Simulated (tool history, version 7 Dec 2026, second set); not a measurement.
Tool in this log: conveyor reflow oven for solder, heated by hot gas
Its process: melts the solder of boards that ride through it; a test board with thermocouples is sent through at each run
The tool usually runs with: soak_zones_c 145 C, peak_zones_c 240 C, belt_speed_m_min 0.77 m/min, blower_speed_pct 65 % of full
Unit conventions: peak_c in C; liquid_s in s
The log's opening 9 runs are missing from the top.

| run | hour | soak_zones_c | peak_zones_c | belt_speed_m_min | blower_speed_pct | peak_c | liquid_s |
|---|---|---|---|---|---|---|---|
|  | 403.2 | thermocouples of zones 6 and 7 changed |
| 10 | 443.5 | 145 | 240 | 0.77 | 65 | 221 | 51.5 |
| 11 | 510.9 | 145 | 240 | 0.77 | 65 | 220.7 | 50.5 |
| 12 | 567.9 | 145 | 240 | 0.77 | 65 | 219.9 | 50.2 |
| 13 | 640 | 145 | 240 | 0.77 | 65 | 220.2 | 50.5 |
| 14 | 703.2 | 145 | 240 | 0.77 | 65 | 219.4 | 49.5 |
|  | 749.9 | flux residue cleaned out of gas plates and filters |
| 15 | 759 | 145 | 240 | 0.77 | 65 | 222 | 51.9 |
| 16 | 813.7 | 145 | 240 | 0.77 | 65 | 222 | 51.5 |
| 17 | 869.6 | 145 | 232 | 0.918 | 65 | 209.2 | 34.9 |
| 18 | 929.8 | 139 | 247 | 0.699 | 54 | 224.9 | 56.7 |
| 19 | 961 | 134 | 238 | 0.662 | 51 | 216.4 | 53 |
| 20 | 1008.6 | 145 | 240 | 0.907 | 65 | 214.4 | 39.5 |
| 21 | 1059.7 | 145 | 240 | 0.774 | 65 | 221 | 51.1 |
| 22 | 1105 | 149 | 251 | 0.77 | 71 | 232.1 | 59.1 |
| 23 | 1167.3 | 145 | 240 | 0.895 | 79 | 220.7 | 43.7 |
| 24 | 1196.6 | 137 | 231 | 0.894 | 51 | 198.5 | 23.1 |
| 25 | 1261.3 | 137 | 231 | 0.803 | 50 | 202.3 | 31.3 |
| 26 | 1307.8 | 137 | 231 | 0.803 | 50 | 202.5 | 30.8 |
|  | 1317.2 | belt drive overhauled, speed set with a stopwatch |
| 27 | 1380.5 | 137 | 231 | 0.803 | 50 | 200.9 | 28.8 |
| 28 | 1417.5 | 145 | 240 | 0.77 | 83 | 223.3 | 53 |
| 29 | 1489.2 | 145 | 240 | 0.77 | 83 | 223.5 | 52 |
|  | 1545.8 | flux residue cleaned out of gas plates and filters |
| 30 | 1562.8 | 145 | 240 | 0.77 | 83 | 226.6 | 53.6 |

Run 31 comes next. What will it give?
| 31 | 1634.7 | 145 | 240 | 0.829 | 65 | ? | ? |

peak_c: 218.2 C
liquid_s: 45 s
Were there no unlogged condition in the tool, this run, its random variation unchanged, would have produced peak_c 220.1 C, liquid_s 46.1 s.
